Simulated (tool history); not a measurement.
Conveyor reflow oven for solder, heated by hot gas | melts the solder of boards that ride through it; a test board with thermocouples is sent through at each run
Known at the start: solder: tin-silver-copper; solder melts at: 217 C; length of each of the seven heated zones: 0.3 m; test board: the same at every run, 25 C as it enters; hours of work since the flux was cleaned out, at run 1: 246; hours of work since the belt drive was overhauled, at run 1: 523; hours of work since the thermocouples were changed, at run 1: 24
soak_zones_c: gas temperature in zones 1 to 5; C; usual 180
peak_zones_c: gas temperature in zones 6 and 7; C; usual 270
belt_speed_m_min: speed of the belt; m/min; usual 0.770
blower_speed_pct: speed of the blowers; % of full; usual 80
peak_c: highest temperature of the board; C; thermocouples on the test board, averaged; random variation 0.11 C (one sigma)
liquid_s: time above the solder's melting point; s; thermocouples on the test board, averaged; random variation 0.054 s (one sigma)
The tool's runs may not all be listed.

run    day  soak_zones_c  peak_zones_c  belt_speed_m_min  blower_speed_pct  hours of work since the flux was cleaned out  hours of work since the belt drive was overhauled  hours of work since the thermocouples were changed  peak_c  liquid_s
  1  0.000           180           270             0.770                80                                           246                                                523                                                  24   253.5     37.03
  2  0.217           180           270             0.770                80                                           250                                                526                                                  27   253.5     36.95
  3  0.429           180           270             0.770                88                                           253                                                529                                                  30   255.1     38.02
  4  0.775           180           270             0.770                80                                           258                                                534                                                  35   253.6     36.88
  5  1.058           173           270             0.770                80                                           262                                                539                                                  40   251.9     34.82
  6  1.221           173           270             0.770                80                                           265                                                541                                                  42   252.2     34.71
  7  1.517           172           270             0.770                80                                           269                                                546                                                  47   251.9     34.30
  8  1.742           172           270             0.770                80                                           273                                                549                                                  50   251.8     34.34
  9  2.025           172           270             0.770                80                                           277                                                554                                                  55   251.7     34.34
 10  2.233           172           270             0.770                80                                           280                                                557                                                  58   251.8     34.33
 11  2.596           172           270             0.770                80                                           286                                                562                                                  63   252.0     34.30
 12  2.908           172           270             0.770                80                                           291                                                567                                                  68   251.6     34.26
 13  3.104           180           270             0.770                56                                           294                                                570                                                  71   245.8     31.75
 14  3.279           180           270             0.770                56                                           296                                                573                                                  74   245.7     31.74
 15  3.454           180           270             0.770                56                                           299                                                575                                                  76   245.7     31.71
 16  3.808           180           260             0.770                80                                           304                                                581                                                  82   244.5     32.74
 17  4.033           180           273             0.691                55                                           308                                                584                                                  85   252.0     39.76
 18  4.404           169           273             0.885                55                                           314                                                590                                                  91   237.6     19.88
 19  4.746           169           273             0.885                55                                           319                                                595                                                  96   237.6     19.86
 20  5.058           169           270             0.885                55                                           324                                                600                                                 101   235.3     18.31
 21  5.246           192           282             0.854                62                                           326                                                603                                                 104   256.1     35.96
 22  5.512           192           270             0.711                51                                           331                                                607                                                 108   249.7     40.62
 23  5.675           192           270             0.711                51                                           333                                                609                                                 110   249.8     40.66
 24  5.946           192           262             0.711                59                                           337                                                614                                                 115   245.9     39.22
     6.200  -- flux residue cleaned out of gas plates and filters
 25  6.317           194           262             0.691                88                                             2                                                616                                                 117   255.3     47.52
 26  6.600           180           270             0.855                57                                             6                                                620                                                 121   245.4     28.16
 27  6.862           194           261             0.855                77                                            10                                                624                                                 125   247.6     34.69
 28  7.167           180           270             0.770                80                                            15                                                629                                                 130   256.5     38.75
 29  7.425           168           284             0.770                74                                            19                                                633                                                 134   265.1     38.80
 30  7.729           180           263             0.770                80                                            23                                                638                                                 139   250.3     36.13

Forecast each of these 4 alternatives for the next run:
  A  7.938           170           265             0.770                79                                            27                                                641                                                 142       ?         ?
  B  7.938           180           268             0.673                86                                            27                                                641                                                 142       ?         ?
  C  7.938           167           263             0.740                62                                            27                                                641                                                 142       ?         ?
  D  7.938           169           271             0.700                80                                            27                                                641                                                 142       ?         ?

run  peak_c  liquid_s
  A   250.0     33.67
  B   259.4     46.12
  C   243.9     30.30
  D   258.2     41.12
Without the tool's hidden state the same runs would have given:
run  peak_c  liquid_s
  A   249.1     32.74
  B   258.5     45.11
  C   242.9     29.23
  D   257.4     40.14

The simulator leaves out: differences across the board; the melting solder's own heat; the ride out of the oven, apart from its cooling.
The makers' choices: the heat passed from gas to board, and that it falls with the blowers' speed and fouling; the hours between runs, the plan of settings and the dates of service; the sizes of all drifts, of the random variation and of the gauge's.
